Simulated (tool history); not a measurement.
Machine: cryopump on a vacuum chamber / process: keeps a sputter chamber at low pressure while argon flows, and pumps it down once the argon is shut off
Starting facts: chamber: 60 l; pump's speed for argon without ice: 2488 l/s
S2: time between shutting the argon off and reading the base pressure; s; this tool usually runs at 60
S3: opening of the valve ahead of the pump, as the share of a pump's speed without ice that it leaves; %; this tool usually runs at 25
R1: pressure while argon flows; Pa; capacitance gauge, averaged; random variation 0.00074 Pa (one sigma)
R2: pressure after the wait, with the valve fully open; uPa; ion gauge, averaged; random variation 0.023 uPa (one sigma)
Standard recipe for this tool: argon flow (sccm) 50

Run 1, hour 0: usual settings. Result: R1 0.1366 Pa, R2 1.07 uPa.
Run 2, hour 98.4: usual settings. Result: R1 0.1378 Pa, R2 1.14 uPa.
Run 3, hour 174.1: usual settings but argon flow (sccm) 25. Result: R1 0.069 Pa, R2 1.23 uPa.
Run 4, hour 247.5: usual settings but argon flow (sccm) 25. Result: R1 0.0699 Pa, R2 1.17 uPa.
Run 5, hour 347: usual settings but argon flow (sccm) 25. Result: R1 0.07 Pa, R2 1.21 uPa.
Run 6, hour 450.3: usual settings but argon flow (sccm) 92. Result: R1 0.2579 Pa, R2 1.29 uPa.
Run 7, hour 507: usual settings. Result: R1 0.1421 Pa, R2 1.27 uPa.
Run 8, hour 555.5: usual settings. Result: R1 0.1409 Pa, R2 1.35 uPa.
Run 9, hour 656.1: usual settings. Result: R1 0.1434 Pa, R2 1.43 uPa.
Run 10, hour 744.4: usual settings but S2 77 s. Result: R1 0.1426 Pa, R2 1.21 uPa.
Run 11, hour 810.6: usual settings. Result: R1 0.1425 Pa, R2 1.49 uPa.
Run 12, hour 870.5: usual settings but S2 118 s. Result: R1 0.1444 Pa, R2 1.19 uPa.
Run 13, hour 948.1: usual settings but S2 118 s. Result: R1 0.1451 Pa, R2 1.18 uPa.
Run 14, hour 1035.5: usual settings but S2 118 s. Result: R1 0.1455 Pa, R2 1.27 uPa.
Run 15, hour 1136: usual settings but S2 118 s. Result: R1 0.1479 Pa, R2 1.28 uPa.
Run 16, hour 1198.6: usual settings but S2 118 s. Result: R1 0.1488 Pa, R2 1.41 uPa.
At hour 1276.5: pump warmed up, emptied and cooled again.
Run 17, hour 1299: usual settings. Result: R1 0.1368 Pa, R2 1.4 uPa.
Run 18, hour 1370.8: usual settings. Result: R1 0.137 Pa, R2 1.37 uPa.
Run 19, hour 1477.4: usual settings. Result: R1 0.1388 Pa, R2 1.45 uPa.
Run 20, hour 1546.1: usual settings but S2 186 s, S3 26 %. Result: R1 0.1326 Pa, R2 1.1 uPa.
Run 21, hour 1616.2: usual settings but argon flow (sccm) 86, S2 101 s. Result: R1 0.2391 Pa, R2 1.28 uPa.
At hour 1663.4: leaking fittings of the chamber tightened, without venting.
Run 22, hour 1673.7: usual settings but argon flow (sccm) 85, S2 101 s. Result: R1 0.2379 Pa, R2 0.54 uPa.
Run 23, hour 1720: usual settings but S2 67 s, S3 22 %. Result: R1 0.158 Pa, R2 0.68 uPa.
Run 24, hour 1808.3: usual settings but S2 67 s. Result: R1 0.1399 Pa, R2 0.69 uPa.
Run 25, hour 1898.6: usual settings but argon flow (sccm) 31, S2 252 s, S3 30 %. Result: R1 0.0735 Pa, R2 0.39 uPa.
Run 26, hour 1985.7: usual settings but argon flow (sccm) 31, S2 252 s, S3 30 %. Result: R1 0.0751 Pa, R2 0.4 uPa.
Run 27, hour 2076.4: usual settings but argon flow (sccm) 31, S2 252 s, S3 30 %. Result: R1 0.0749 Pa, R2 0.42 uPa.
Run 28, hour 2159.9: usual settings but argon flow (sccm) 100, S2 190 s. Result: R1 0.289 Pa, R2 0.48 uPa.
Run 29, hour 2263.9: usual settings but argon flow (sccm) 100, S2 190 s. Result: R1 0.2903 Pa, R2 0.55 uPa.
Run 30, hour 2333.5: usual settings but argon flow (sccm) 100, S2 190 s. Result: R1 0.2924 Pa, R2 0.54 uPa.
Run 31, hour 2412.4: usual settings but argon flow (sccm) 59, S2 88 s. Result: R1 0.1747 Pa, R2 0.84 uPa.
Run 32, hour 2480.6: usual settings but argon flow (sccm) 91, S3 36 %. Result: R1 0.1944 Pa, R2 1 uPa.
Run 33, hour 2534.3: usual settings but argon flow (sccm) 91, S3 36 %. Result: R1 0.1951 Pa, R2 1.05 uPa.
At hour 2617.1: pump warmed up, emptied and cooled again.
Run 34, hour 2633.8: usual settings but argon flow (sccm) 91, S2 113 s, S3 51 %. Result: R1 0.1234 Pa, R2 0.68 uPa.

Forecast each of these 3 alternatives for the next run:
Run A, hour 2705.4: usual settings but argon flow (sccm) 22, S2 30 s, S3 51 %. Result: R1 ?, R2 ?.
Run B, hour 2705.4: usual settings but argon flow (sccm) 23, S2 124 s, S3 35 %. Result: R1 ?, R2 ?.
Run C, hour 2705.4: usual settings but argon flow (sccm) 30, S2 90 s, S3 51 %. Result: R1 ?, R2 ?.

run      R1    R2
  A  0.0296  1.57
  B   0.045  0.67
  C  0.0412  0.76
What these runs would have given with no unlogged condition in the tool:
run      R1    R2
  A   0.029  1.32
  B  0.0443  0.42
  C  0.0403   0.5
